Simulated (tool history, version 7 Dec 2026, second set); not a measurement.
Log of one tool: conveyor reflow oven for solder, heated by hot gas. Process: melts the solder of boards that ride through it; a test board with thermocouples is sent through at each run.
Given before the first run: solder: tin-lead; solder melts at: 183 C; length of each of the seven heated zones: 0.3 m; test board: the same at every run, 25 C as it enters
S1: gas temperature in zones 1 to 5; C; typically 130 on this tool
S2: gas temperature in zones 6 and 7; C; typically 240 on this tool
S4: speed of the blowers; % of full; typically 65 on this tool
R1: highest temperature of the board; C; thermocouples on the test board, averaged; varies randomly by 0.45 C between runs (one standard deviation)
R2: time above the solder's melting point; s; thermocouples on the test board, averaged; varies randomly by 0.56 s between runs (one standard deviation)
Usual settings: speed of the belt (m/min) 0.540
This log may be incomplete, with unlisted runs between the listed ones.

{"run": 1, "day": 0.0, "S1": 130, "S2": 240, "speed of the belt (m/min)": 0.54, "S4": 65, "R1": 211.4, "R2": 42.5}
{"run": 2, "day": 1.667, "S1": 130, "S2": 240, "speed of the belt (m/min)": 0.54, "S4": 65, "R1": 210.6, "R2": 42.2}
{"run": 3, "day": 3.592, "S1": 130, "S2": 240, "speed of the belt (m/min)": 0.54, "S4": 65, "R1": 210.3, "R2": 42.0}
{"run": 4, "day": 5.725, "S1": 130, "S2": 240, "speed of the belt (m/min)": 0.54, "S4": 65, "R1": 211.5, "R2": 39.8}
{"run": 5, "day": 7.875, "S1": 130, "S2": 240, "speed of the belt (m/min)": 0.54, "S4": 65, "R1": 210.1, "R2": 41.7}
{"run": 6, "day": 9.296, "S1": 130, "S2": 240, "speed of the belt (m/min)": 0.54, "S4": 65, "R1": 210.3, "R2": 40.0}
{"run": 7, "day": 11.512, "S1": 130, "S2": 240, "speed of the belt (m/min)": 0.54, "S4": 65, "R1": 209.9, "R2": 40.1}
{"run": 8, "day": 13.246, "S1": 130, "S2": 240, "speed of the belt (m/min)": 0.54, "S4": 65, "R1": 209.1, "R2": 39.9}
{"run": 9, "day": 14.342, "S1": 130, "S2": 240, "speed of the belt (m/min)": 0.54, "S4": 65, "R1": 209.4, "R2": 39.8}
{"day": 15.492, "done": "flux residue cleaned out of gas plates and filters"}
{"run": 10, "day": 16.288, "S1": 130, "S2": 240, "speed of the belt (m/min)": 0.54, "S4": 65, "R1": 206.1, "R2": 37.1}
{"day": 17.871, "done": "belt drive overhauled, speed set with a stopwatch"}
{"run": 11, "day": 18.592, "S1": 130, "S2": 240, "speed of the belt (m/min)": 0.54, "S4": 54, "R1": 202.4, "R2": 32.3}
{"run": 12, "day": 19.975, "S1": 130, "S2": 240, "speed of the belt (m/min)": 0.54, "S4": 71, "R1": 207.3, "R2": 37.7}
{"run": 13, "day": 21.025, "S1": 130, "S2": 245, "speed of the belt (m/min)": 0.54, "S4": 71, "R1": 211.5, "R2": 40.2}
{"run": 14, "day": 23.142, "S1": 130, "S2": 245, "speed of the belt (m/min)": 0.54, "S4": 71, "R1": 211.0, "R2": 41.3}
{"run": 15, "day": 24.929, "S1": 130, "S2": 240, "speed of the belt (m/min)": 0.54, "S4": 65, "R1": 205.0, "R2": 35.4}
{"run": 16, "day": 26.346, "S1": 145, "S2": 240, "speed of the belt (m/min)": 0.54, "S4": 65, "R1": 207.6, "R2": 42.7}
{"day": 27.083, "done": "flux residue cleaned out of gas plates and filters, once more"}
{"run": 17, "day": 28.071, "S1": 126, "S2": 240, "speed of the belt (m/min)": 0.539, "S4": 84, "R1": 216.1, "R2": 45.5}
{"run": 18, "day": 29.121, "S1": 126, "S2": 240, "speed of the belt (m/min)": 0.539, "S4": 84, "R1": 216.0, "R2": 44.6}
{"run": 19, "day": 30.808, "S1": 144, "S2": 240, "speed of the belt (m/min)": 0.54, "S4": 60, "R1": 213.1, "R2": 47.8}
{"run": 20, "day": 32.792, "S1": 133, "S2": 234, "speed of the belt (m/min)": 0.54, "S4": 65, "R1": 207.3, "R2": 38.5}
{"day": 34.383, "done": "thermocouples of zones 6 and 7 changed"}
{"run": 21, "day": 34.421, "S1": 142, "S2": 231, "speed of the belt (m/min)": 0.47, "S4": 58, "R1": 211.0, "R2": 52.9}
{"run": 22, "day": 36.742, "S1": 130, "S2": 240, "speed of the belt (m/min)": 0.458, "S4": 77, "R1": 221.3, "R2": 60.1}
{"run": 23, "day": 38.679, "S1": 130, "S2": 240, "speed of the belt (m/min)": 0.633, "S4": 77, "R1": 208.1, "R2": 32.5}
{"run": 24, "day": 40.108, "S1": 130, "S2": 240, "speed of the belt (m/min)": 0.633, "S4": 77, "R1": 207.4, "R2": 32.3}
{"run": 25, "day": 41.679, "S1": 130, "S2": 232, "speed of the belt (m/min)": 0.601, "S4": 56, "R1": 196.2, "R2": 21.6}
{"run": 26, "day": 43.667, "S1": 130, "S2": 232, "speed of the belt (m/min)": 0.601, "S4": 56, "R1": 195.8, "R2": 20.8}
{"day": 45.888, "done": "flux residue cleaned out of gas plates and filters"}
{"run": 27, "day": 45.917, "S1": 130, "S2": 232, "speed of the belt (m/min)": 0.601, "S4": 56, "R1": 198.2, "R2": 24.5}
{"run": 28, "day": 48.138, "S1": 130, "S2": 232, "speed of the belt (m/min)": 0.601, "S4": 56, "R1": 198.3, "R2": 23.7}
{"run": 29, "day": 49.329, "S1": 144, "S2": 240, "speed of the belt (m/min)": 0.527, "S4": 80, "R1": 220.7, "R2": 55.7}
{"run": 30, "day": 51.096, "S1": 136, "S2": 238, "speed of the belt (m/min)": 0.44, "S4": 59, "R1": 218.2, "R2": 61.6}

Here are 3 independent what-if runs from the current tool condition. What would each one return?
{"run": "A", "day": 52.742, "S1": 139, "S2": 249, "speed of the belt (m/min)": 0.543, "S4": 65, "R1": "?", "R2": "?"}
{"run": "B", "day": 52.742, "S1": 124, "S2": 240, "speed of the belt (m/min)": 0.54, "S4": 61, "R1": "?", "R2": "?"}
{"run": "C", "day": 52.742, "S1": 124, "S2": 238, "speed of the belt (m/min)": 0.44, "S4": 59, "R1": "?", "R2": "?"}

run=A R1=221.0 R2=52.1
run=B R1=208.4 R2=37.5
run=C R1=215.7 R2=55.9
What these runs would have given with no unlogged condition in the tool:
run=A R1=222.6 R2=52.7
run=B R1=209.9 R2=38.7
run=C R1=217.0 R2=56.7

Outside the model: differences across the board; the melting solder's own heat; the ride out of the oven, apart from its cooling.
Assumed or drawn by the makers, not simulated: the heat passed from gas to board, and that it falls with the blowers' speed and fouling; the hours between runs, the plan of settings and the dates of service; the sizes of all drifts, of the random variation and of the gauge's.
